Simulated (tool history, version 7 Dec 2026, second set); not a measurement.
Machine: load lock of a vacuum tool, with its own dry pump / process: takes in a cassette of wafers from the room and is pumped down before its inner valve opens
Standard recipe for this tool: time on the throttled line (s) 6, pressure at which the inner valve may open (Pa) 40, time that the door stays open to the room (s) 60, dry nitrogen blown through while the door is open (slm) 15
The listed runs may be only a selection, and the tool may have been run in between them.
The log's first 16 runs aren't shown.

run,hour,time on the throttled line (s),pressure at which the inner valve may open (Pa),time that the door stays open to the room (s),dry nitrogen blown through while the door is open (slm),hours that the pump has run since its overhaul,times that the door has closed on its seal,"incoming humidity of the room's air, %",time from the closed door until the inner valve may open (s),rise of the pressure with all valves shut (Pa/min)
17,3564.3,6,50,60,15,13795,34278,46.9,14.4,0.176
18,3769.7,6,40,60,12,14001,35208,45.4,14.7,0.180
19,4044.5,7,73,34,6,14275,36452,44.9,14.5,0.188
20,4245.1,7,73,34,7,14476,37361,43.4,14.5,0.192
21,4467.5,9,74,162,12,14698,38368,44.7,16.1,0.211
# hour 4508.9: door's seal changed, seat wiped
22,4619.0,9,74,162,12,14848,499,44.9,16.2,0.052
23,4840.0,6,34,60,12,15069,1500,46.3,15.0,0.043
24,5034.5,6,34,60,12,15264,2380,44.4,15.2,0.041
25,5242.1,3,77,39,15,15472,3320,43.3,11.8,0.033
26,5439.9,3,73,50,15,15669,4216,45.5,12.0,0.039
27,5636.2,3,73,50,15,15866,5105,50.1,12.0,0.047
28,5901.2,10,69,61,12,16131,6305,49.0,17.0,0.047
29,6114.5,10,69,26,18,16344,7270,44.5,17.1,0.039
30,6360.8,4,63,26,18,16590,8385,45.1,12.9,0.043
31,6477.5,4,63,77,18,16707,8914,41.5,13.0,0.047
32,6679.5,6,71,122,9,16909,9829,44.9,14.2,0.072
33,6940.8,6,71,122,9,17170,11012,44.7,14.2,0.070
34,7170.0,6,71,122,9,17399,12049,45.1,14.1,0.086
35,7335.1,6,71,108,9,17565,12797,45.8,14.2,0.075
36,7564.6,6,71,108,9,17794,13836,44.3,14.3,0.077

Branching from run 36: 3 alternative next runs. What would each branch give?
A,7747.8,5,78,108,7,17977,14666,47.0,?,?
B,7747.8,7,28,97,9,17977,14666,48.8,?,?
C,7747.8,6,40,50,15,17977,14666,46.9,?,?

run,time from the closed door until the inner valve may open (s),rise of the pressure with all valves shut (Pa/min)
A,13.4,0.088
B,16.3,0.084
C,15.1,0.074
Stripped of hidden state, with their random variation kept, the same runs would have yielded:
run,time from the closed door until the inner valve may open (s),rise of the pressure with all valves shut (Pa/min)
A,12.2,0.054
B,15.0,0.050
C,13.8,0.040
